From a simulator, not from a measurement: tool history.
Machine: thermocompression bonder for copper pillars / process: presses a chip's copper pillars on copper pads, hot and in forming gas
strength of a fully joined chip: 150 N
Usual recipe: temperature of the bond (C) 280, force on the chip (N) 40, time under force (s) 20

| run | hour | temperature of the bond (C) | force on the chip (N) | time under force (s) | force that shears a chip off (N) |
|---|---|---|---|---|---|
| 1 | 0.0 | 280 | 40 | 20 | 78.4 |
| 2 | 10.6 | 280 | 40 | 20 | 77.9 |
| 3 | 16.1 | 280 | 48 | 20 | 84.5 |
| 4 | 26.4 | 280 | 48 | 20 | 83.2 |
| 5 | 38.4 | 280 | 40 | 20 | 77.3 |
| 6 | 43.8 | 280 | 40 | 28 | 87.2 |
|  | 46.7 | heater calibrated with a thermocouple chip |
| 7 | 51.6 | 280 | 40 | 28 | 88.4 |
| 8 | 60.0 | 280 | 40 | 28 | 88.4 |
| 9 | 66.1 | 280 | 40 | 28 | 89.4 |
| 10 | 76.6 | 302 | 39 | 19 | 93.5 |
| 11 | 88.9 | 276 | 27 | 41 | 80.5 |
| 12 | 95.3 | 260 | 28 | 53 | 76.1 |
|  | 103.7 | heater calibrated with a thermocouple chip, once more |
| 13 | 104.4 | 280 | 40 | 52 | 101.6 |
|  | 114.3 | forming gas filter changed |
| 14 | 116.2 | 280 | 40 | 52 | 105.8 |
| 15 | 123.4 | 303 | 40 | 22 | 99.6 |
| 16 | 135.4 | 262 | 55 | 37 | 92.5 |
| 17 | 141.9 | 254 | 40 | 20 | 59.7 |
| 18 | 149.0 | 254 | 40 | 20 | 59.6 |

Below, each run's measurement less what the same run would have read without the hidden state. Both values contain the same run-to-run variation, but the gauge's scatter may not be the same in both:
Unlogged tool condition in this case: true temperature of the bond over the reading, C; force that reaches the chip, % of what is set; oxide that the forming gas leaves, % of the face; drift of the gauge itself on shear_n, %.
| run | force that shears a chip off (N) |
|---|---|
| 1 | -0.4 |
| 2 | -0.4 |
| 3 | -0.5 |
| 4 | -0.6 |
| 5 | -0.3 |
| 6 | -0.7 |
| 7 | +0.4 |
| 8 | +0.4 |
| 9 | +0.4 |
| 10 | -0.1 |
| 11 | +0.6 |
| 12 | +0.9 |
| 13 | -3.3 |
| 14 | +1.6 |
| 15 | +1.7 |
| 16 | +1.7 |
| 17 | +1.5 |
| 18 | +1.5 |

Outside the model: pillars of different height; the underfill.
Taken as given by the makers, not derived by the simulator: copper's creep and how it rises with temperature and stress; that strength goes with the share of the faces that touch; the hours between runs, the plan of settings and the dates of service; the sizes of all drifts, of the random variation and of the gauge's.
